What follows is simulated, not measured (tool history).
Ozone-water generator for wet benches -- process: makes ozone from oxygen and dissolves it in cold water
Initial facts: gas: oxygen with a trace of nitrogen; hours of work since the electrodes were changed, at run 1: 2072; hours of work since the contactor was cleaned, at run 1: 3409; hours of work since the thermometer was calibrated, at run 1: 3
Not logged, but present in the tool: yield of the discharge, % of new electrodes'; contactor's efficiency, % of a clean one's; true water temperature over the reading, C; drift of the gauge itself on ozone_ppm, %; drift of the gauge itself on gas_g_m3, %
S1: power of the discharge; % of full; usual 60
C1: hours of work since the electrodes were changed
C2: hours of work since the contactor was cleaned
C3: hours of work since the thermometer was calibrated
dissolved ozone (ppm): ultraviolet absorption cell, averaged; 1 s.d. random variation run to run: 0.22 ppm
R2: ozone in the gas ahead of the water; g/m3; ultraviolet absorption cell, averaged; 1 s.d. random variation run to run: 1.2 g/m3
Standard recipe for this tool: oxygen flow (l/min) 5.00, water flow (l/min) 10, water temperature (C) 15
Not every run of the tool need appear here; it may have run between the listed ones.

Run 1, hour 0.0: usual settings; C1 2072; C2 3409; C3 3. Result: dissolved ozone (ppm) 31.8, R2 209.2 g/m3.
Run 2, hour 96.7: usual settings; C1 2138; C2 3475; C3 69. Result: dissolved ozone (ppm) 32.0, R2 209.5 g/m3.
Run 3, hour 241.7: usual settings; C1 2237; C2 3574; C3 168. Result: dissolved ozone (ppm) 31.7, R2 211.1 g/m3.
Run 4, hour 368.1: usual settings but water temperature (C) 16; C1 2323; C2 3660; C3 255. Result: dissolved ozone (ppm) 31.4, R2 210.2 g/m3.
At hour 397.0: contactor cleaned.
Run 5, hour 523.9: usual settings; C1 2427; C2 87; C3 359. Result: dissolved ozone (ppm) 31.8, R2 211.2 g/m3.
Run 6, hour 605.1: usual settings but oxygen flow (l/min) 3.60; C1 2483; C2 142; C3 414. Result: dissolved ozone (ppm) 33.2, R2 259.7 g/m3.
Run 7, hour 734.0: usual settings but water temperature (C) 17; C1 2571; C2 230; C3 502. Result: dissolved ozone (ppm) 31.3, R2 211.2 g/m3.
Run 8, hour 819.3: usual settings but S1 70 % of full; C1 2629; C2 289; C3 560. Result: dissolved ozone (ppm) 34.8, R2 231.2 g/m3.
Run 9, hour 946.3: usual settings but S1 70 % of full; C1 2716; C2 376; C3 647. Result: dissolved ozone (ppm) 35.1, R2 230.4 g/m3.
Run 10, hour 1031.1: usual settings but S1 70 % of full; C1 2774; C2 434; C3 705. Result: dissolved ozone (ppm) 34.8, R2 228.3 g/m3.
Run 11, hour 1155.6: usual settings but S1 70 % of full; C1 2859; C2 519; C3 790. Result: dissolved ozone (ppm) 35.0, R2 229.7 g/m3.
Run 12, hour 1254.3: usual settings but S1 70 % of full; C1 2926; C2 586; C3 858. Result: dissolved ozone (ppm) 34.9, R2 229.6 g/m3.
Run 13, hour 1354.6: usual settings but water flow (l/min) 8; C1 2995; C2 655; C3 926. Result: dissolved ozone (ppm) 36.7, R2 214.0 g/m3.
Run 14, hour 1494.7: usual settings but water flow (l/min) 8; C1 3091; C2 750; C3 1022. Result: dissolved ozone (ppm) 36.7, R2 213.7 g/m3.
Run 15, hour 1612.6: usual settings but water flow (l/min) 8, water temperature (C) 7; C1 3171; C2 831; C3 1103. Result: dissolved ozone (ppm) 43.1, R2 212.8 g/m3.
Run 16, hour 1791.0: usual settings but water flow (l/min) 8, water temperature (C) 16; C1 3293; C2 953; C3 1225. Result: dissolved ozone (ppm) 35.4, R2 214.3 g/m3.
Run 17, hour 1970.0: usual settings but water flow (l/min) 8, water temperature (C) 16; C1 3416; C2 1075; C3 1347. Result: dissolved ozone (ppm) 36.2, R2 213.2 g/m3.
Run 18, hour 2050.0: usual settings but S1 94 % of full, oxygen flow (l/min) 5.66, water flow (l/min) 7, water temperature (C) 8; C1 3470; C2 1130; C3 1402. Result: dissolved ozone (ppm) 55.1, R2 250.9 g/m3.
Run 19, hour 2146.1: usual settings but S1 65 % of full, oxygen flow (l/min) 6.51, water flow (l/min) 8, water temperature (C) 12; C1 3536; C2 1196; C3 1467. Result: dissolved ozone (ppm) 38.1, R2 190.9 g/m3.
Run 20, hour 2289.9: usual settings but S1 65 % of full, oxygen flow (l/min) 6.51, water flow (l/min) 8, water temperature (C) 12; C1 3634; C2 1294; C3 1566. Result: dissolved ozone (ppm) 38.0, R2 193.0 g/m3.
Run 21, hour 2377.7: usual settings but S1 65 % of full, oxygen flow (l/min) 6.51, water flow (l/min) 8, water temperature (C) 12; C1 3694; C2 1354; C3 1626. Result: dissolved ozone (ppm) 38.2, R2 193.5 g/m3.
Run 22, hour 2466.6: usual settings but S1 65 % of full, oxygen flow (l/min) 6.51, water flow (l/min) 8, water temperature (C) 12; C1 3755; C2 1415; C3 1687. Result: dissolved ozone (ppm) 38.2, R2 192.0 g/m3.
Run 23, hour 2564.1: usual settings but S1 65 % of full, oxygen flow (l/min) 6.51, water flow (l/min) 8, water temperature (C) 12; C1 3822; C2 1481; C3 1753. Result: dissolved ozone (ppm) 38.0, R2 191.4 g/m3.
Run 24, hour 2706.2: usual settings but S1 40 % of full, oxygen flow (l/min) 6.74, water flow (l/min) 13, water temperature (C) 12; C1 3919; C2 1579; C3 1850. Result: dissolved ozone (ppm) 22.5, R2 146.4 g/m3.
Run 25, hour 2873.1: usual settings but water flow (l/min) 6, water temperature (C) 10; C1 4033; C2 1693; C3 1964. Result: dissolved ozone (ppm) 47.5, R2 214.8 g/m3.
Run 26, hour 3026.2: usual settings but S1 66 % of full, oxygen flow (l/min) 8.95, water temperature (C) 18; C1 4138; C2 1797; C3 2069. Result: dissolved ozone (ppm) 27.4, R2 160.6 g/m3.
Run 27, hour 3155.2: usual settings but S1 66 % of full, oxygen flow (l/min) 8.95, water temperature (C) 18; C1 4226; C2 1885; C3 2157. Result: dissolved ozone (ppm) 27.2, R2 159.8 g/m3.
Run 28, hour 3326.5: usual settings but S1 66 % of full, oxygen flow (l/min) 8.95, water temperature (C) 18; C1 4343; C2 2003; C3 2274. Result: dissolved ozone (ppm) 27.4, R2 163.0 g/m3.
Run 29, hour 3442.0: usual settings but S1 67 % of full, oxygen flow (l/min) 4.02, water flow (l/min) 7, water temperature (C) 17; C1 4422; C2 2082; C3 2353. Result: dissolved ozone (ppm) 41.7, R2 256.9 g/m3.
Run 30, hour 3536.5: usual settings but water temperature (C) 10; C1 4486; C2 2146; C3 2418. Result: dissolved ozone (ppm) 35.4, R2 217.9 g/m3.
At hour 3605.5: gauge calibrated.
Run 31, hour 3693.6: usual settings but water flow (l/min) 13, water temperature (C) 10; C1 4594; C2 2254; C3 2525. Result: dissolved ozone (ppm) 29.1, R2 210.1 g/m3.
Run 32, hour 3864.1: usual settings but S1 89 % of full, oxygen flow (l/min) 5.38, water flow (l/min) 11, water temperature (C) 17; C1 4710; C2 2370; C3 2642. Result: dissolved ozone (ppm) 35.2, R2 245.3 g/m3.

For some of the steps in R2 from one run to the next: how much would appear even if the tool had no hidden state, given the settings, what came in and random variation, and how much remains for the hidden state plus any gauge scatter that the measured result and the result without hidden state don't share?
Run 18 -> 19: S1 94 -> 65, oxygen flow (l/min) 5.66 -> 6.51, water flow (l/min) 7 -> 8, water temperature (C) 8 -> 12. R2 -60.0 g/m3: hidden state -0.6, all else -59.4.
Run 24 -> 25: S1 40 -> 60, oxygen flow (l/min) 6.74 -> 5.00, water flow (l/min) 13 -> 6, water temperature (C) 12 -> 10. R2 +68.4 g/m3: hidden state +1.6, all else +66.8.
Run 28 -> 29: S1 66 -> 67, oxygen flow (l/min) 8.95 -> 4.02, water flow (l/min) 10 -> 7, water temperature (C) 18 -> 17. R2 +93.9 g/m3: hidden state +2.5, all else +91.4.
Run 30 -> 31: water flow (l/min) 10 -> 13, gauge calibrated. R2 -7.8 g/m3: hidden state -5.9, all else -1.9.

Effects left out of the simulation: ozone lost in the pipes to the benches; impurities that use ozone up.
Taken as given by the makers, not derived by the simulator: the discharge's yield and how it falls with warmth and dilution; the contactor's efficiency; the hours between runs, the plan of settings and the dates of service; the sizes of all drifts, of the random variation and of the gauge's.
